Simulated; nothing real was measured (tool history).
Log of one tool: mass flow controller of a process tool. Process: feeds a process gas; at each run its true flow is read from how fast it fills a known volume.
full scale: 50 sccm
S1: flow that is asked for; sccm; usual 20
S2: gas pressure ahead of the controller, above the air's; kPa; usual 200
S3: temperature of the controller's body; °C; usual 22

{"run": 1, "hour": 0.0, "S1": 20, "S2": 200, "S3": 22, "true flow (%)": 100.04}
{"run": 2, "hour": 47.0, "S1": 18, "S2": 200, "S3": 22, "true flow (%)": 100.08}
{"run": 3, "hour": 126.6, "S1": 20, "S2": 200, "S3": 22, "true flow (%)": 100.16}
{"run": 4, "hour": 214.1, "S1": 20, "S2": 200, "S3": 22, "true flow (%)": 100.1}
{"run": 5, "hour": 277.2, "S1": 20, "S2": 200, "S3": 22, "true flow (%)": 100.03}
{"run": 6, "hour": 347.8, "S1": 20, "S2": 200, "S3": 22, "true flow (%)": 100.21}
{"run": 7, "hour": 423.1, "S1": 20, "S2": 200, "S3": 22, "true flow (%)": 100.17}
{"run": 8, "hour": 484.2, "S1": 20, "S2": 200, "S3": 22, "true flow (%)": 100.2}
{"run": 9, "hour": 544.5, "S1": 20, "S2": 200, "S3": 22, "true flow (%)": 100.12}
{"run": 10, "hour": 584.9, "S1": 20, "S2": 200, "S3": 22, "true flow (%)": 100.07}
{"run": 11, "hour": 675.6, "S1": 23, "S2": 200, "S3": 22, "true flow (%)": 100.11}
{"run": 12, "hour": 727.5, "S1": 23, "S2": 200, "S3": 22, "true flow (%)": 100.13}
{"run": 13, "hour": 795.8, "S1": 20, "S2": 200, "S3": 22, "true flow (%)": 100.07}
{"run": 14, "hour": 860.4, "S1": 20, "S2": 200, "S3": 22, "true flow (%)": 100.11}
{"run": 15, "hour": 936.5, "S1": 20, "S2": 200, "S3": 22, "true flow (%)": 100.16}
{"run": 16, "hour": 995.4, "S1": 20, "S2": 245, "S3": 22, "true flow (%)": 99.84}
{"run": 17, "hour": 1049.7, "S1": 20, "S2": 245, "S3": 22, "true flow (%)": 99.8}
{"run": 18, "hour": 1120.3, "S1": 20, "S2": 245, "S3": 22, "true flow (%)": 99.69}
{"run": 19, "hour": 1196.7, "S1": 20, "S2": 200, "S3": 26, "true flow (%)": 99.65}
{"run": 20, "hour": 1268.5, "S1": 20, "S2": 200, "S3": 26, "true flow (%)": 99.79}
{"run": 21, "hour": 1322.2, "S1": 20, "S2": 200, "S3": 22, "true flow (%)": 100.09}
{"run": 22, "hour": 1397.7, "S1": 20, "S2": 200, "S3": 22, "true flow (%)": 100.11}
{"run": 23, "hour": 1469.6, "S1": 20, "S2": 200, "S3": 22, "true flow (%)": 100.19}
{"run": 24, "hour": 1552.5, "S1": 20, "S2": 200, "S3": 22, "true flow (%)": 99.99}
{"run": 25, "hour": 1629.8, "S1": 20, "S2": 200, "S3": 22, "true flow (%)": 100.14}
{"run": 26, "hour": 1689.2, "S1": 20, "S2": 200, "S3": 22, "true flow (%)": 100.1}
{"run": 27, "hour": 1778.1, "S1": 11, "S2": 194, "S3": 39, "true flow (%)": 98.08}
{"run": 28, "hour": 1851.1, "S1": 5, "S2": 177, "S3": 21, "true flow (%)": 99.24}
{"run": 29, "hour": 1890.8, "S1": 5, "S2": 177, "S3": 21, "true flow (%)": 99.22}
{"run": 30, "hour": 1954.7, "S1": 5, "S2": 271, "S3": 21, "true flow (%)": 98.53}
{"run": 31, "hour": 2002.3, "S1": 30, "S2": 148, "S3": 30, "true flow (%)": 100.01}
{"run": 32, "hour": 2040.0, "S1": 30, "S2": 148, "S3": 30, "true flow (%)": 99.86}
{"run": 33, "hour": 2101.5, "S1": 20, "S2": 187, "S3": 34, "true flow (%)": 99.11}
{"run": 34, "hour": 2148.7, "S1": 20, "S2": 187, "S3": 34, "true flow (%)": 98.96}
{"run": 35, "hour": 2189.0, "S1": 20, "S2": 187, "S3": 34, "true flow (%)": 99.03}
{"run": 36, "hour": 2279.2, "S1": 20, "S2": 200, "S3": 39, "true flow (%)": 98.5}
{"run": 37, "hour": 2367.5, "S1": 20, "S2": 200, "S3": 39, "true flow (%)": 98.51}
{"run": 38, "hour": 2409.7, "S1": 20, "S2": 207, "S3": 39, "true flow (%)": 98.55}
{"run": 39, "hour": 2451.6, "S1": 20, "S2": 207, "S3": 39, "true flow (%)": 98.46}
{"run": 40, "hour": 2538.5, "S1": 21, "S2": 258, "S3": 35, "true flow (%)": 98.55}
{"run": 41, "hour": 2601.1, "S1": 19, "S2": 258, "S3": 35, "true flow (%)": 98.41}
{"run": 42, "hour": 2667.9, "S1": 19, "S2": 258, "S3": 32, "true flow (%)": 98.7}
{"run": 43, "hour": 2705.9, "S1": 19, "S2": 258, "S3": 32, "true flow (%)": 98.79}
{"run": 44, "hour": 2751.0, "S1": 19, "S2": 258, "S3": 32, "true flow (%)": 98.75}
{"run": 45, "hour": 2793.6, "S1": 19, "S2": 258, "S3": 32, "true flow (%)": 98.75}
{"run": 46, "hour": 2858.9, "S1": 16, "S2": 251, "S3": 20, "true flow (%)": 99.95}
{"run": 47, "hour": 2904.4, "S1": 16, "S2": 251, "S3": 20, "true flow (%)": 99.79}
{"run": 48, "hour": 2979.8, "S1": 12, "S2": 199, "S3": 32, "true flow (%)": 98.88}
{"run": 49, "hour": 3060.7, "S1": 12, "S2": 199, "S3": 32, "true flow (%)": 98.88}

Hidden state or all else? Some run-to-run changes of true flow (%), split into what the settings, what came in and random variation would give without the hidden state, and what is left for the hidden state (with any gauge scatter that isn't in both results):
The hidden state here: flow at rest that the sensor doesn't see, % of full scale; true flow over the shown one, %; drift of the gauge itself on true_pct, %.
Run 26 -> 27: S1 20 -> 11, S2 200 -> 194, S3 22 -> 39. true flow (%) -2.02: hidden state -0.26, all else -1.76.
Run 27 -> 28: S1 11 -> 5, S2 194 -> 177, S3 39 -> 21. true flow (%) +1.16: hidden state -0.73, all else +1.89.
Run 30 -> 31: S1 5 -> 30, S2 271 -> 148, S3 21 -> 30. true flow (%) +1.48: hidden state +1.14, all else +0.34.
Run 45 -> 46: S1 19 -> 16, S2 258 -> 251, S3 32 -> 20. true flow (%) +1.20: hidden state -0.08, all else +1.28.
